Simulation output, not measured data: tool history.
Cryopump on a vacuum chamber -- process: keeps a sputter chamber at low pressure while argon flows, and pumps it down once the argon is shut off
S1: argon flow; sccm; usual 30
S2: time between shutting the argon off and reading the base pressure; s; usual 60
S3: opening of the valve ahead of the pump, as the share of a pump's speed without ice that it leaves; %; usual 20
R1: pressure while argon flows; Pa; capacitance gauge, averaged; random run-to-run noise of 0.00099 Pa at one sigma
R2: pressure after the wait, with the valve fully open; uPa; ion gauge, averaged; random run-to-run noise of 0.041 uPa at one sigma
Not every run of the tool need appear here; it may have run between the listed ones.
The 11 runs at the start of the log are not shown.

| run | hour | S1 | S2 | S3 | R1 | R2 |
|---|---|---|---|---|---|---|
| 12 | 146.3 | 18 | 22 | 51 | 0.0622 | 7.52 |
| 13 | 164 | 18 | 22 | 51 | 0.0608 | 7.59 |
| 14 | 177.8 | 30 | 85 | 20 | 0.2511 | 3.43 |
| 15 | 193.7 | 30 | 60 | 20 | 0.2526 | 4.19 |
| 16 | 203.5 | 30 | 60 | 20 | 0.2507 | 3.98 |
| 17 | 223.8 | 30 | 60 | 20 | 0.2513 | 4.05 |
| 18 | 240.8 | 30 | 60 | 20 | 0.2523 | 4.01 |
| 19 | 260.7 | 45 | 60 | 42 | 0.1852 | 3.93 |
| 20 | 274.7 | 17 | 60 | 30 | 0.0969 | 4.08 |
| 21 | 295.6 | 17 | 60 | 30 | 0.0965 | 4.17 |
| 22 | 309 | 17 | 37 | 30 | 0.0978 | 5.33 |
| 23 | 324.8 | 17 | 37 | 30 | 0.0971 | 5.52 |
| 24 | 346.3 | 58 | 60 | 44 | 0.2326 | 4.28 |
| 25 | 366.5 | 32 | 20 | 44 | 0.1272 | 8.58 |
| 26 | 377.5 | 57 | 93 | 20 | 0.4812 | 3.39 |
| 27 | 397 | 57 | 93 | 20 | 0.4812 | 3.47 |
| 28 | 406.4 | 35 | 263 | 21 | 0.2835 | 2.62 |
| 29 | 416.4 | 25 | 203 | 52 | 0.0863 | 2.74 |
| 30 | 429.8 | 15 | 203 | 52 | 0.0526 | 2.93 |
| 31 | 442.9 | 15 | 203 | 52 | 0.0515 | 2.81 |
| 32 | 460.3 | 15 | 203 | 52 | 0.0518 | 2.76 |
| 33 | 472.4 | 15 | 157 | 36 | 0.0732 | 3.03 |
| 34 | 491.1 | 30 | 94 | 60 | 0.0914 | 3.68 |

3 ways to go on from here, each from the tool as it stands after run 34. What would each give?
| A | 504.4 | 30 | 24 | 20 | ? | ? |
| B | 504.4 | 34 | 216 | 20 | ? | ? |
| C | 504.4 | 38 | 20 | 28 | ? | ? |

| run | R1 | R2 |
|---|---|---|
| A | 0.2545 | 7.41 |
| B | 0.288 | 2.85 |
| C | 0.2331 | 8.39 |
Take away the tool's hidden state, keep each run's random variation, and the runs would have read:
| run | R1 | R2 |
|---|---|---|
| A | 0.244 | 5.45 |
| B | 0.2761 | 0.87 |
| C | 0.2197 | 6.44 |
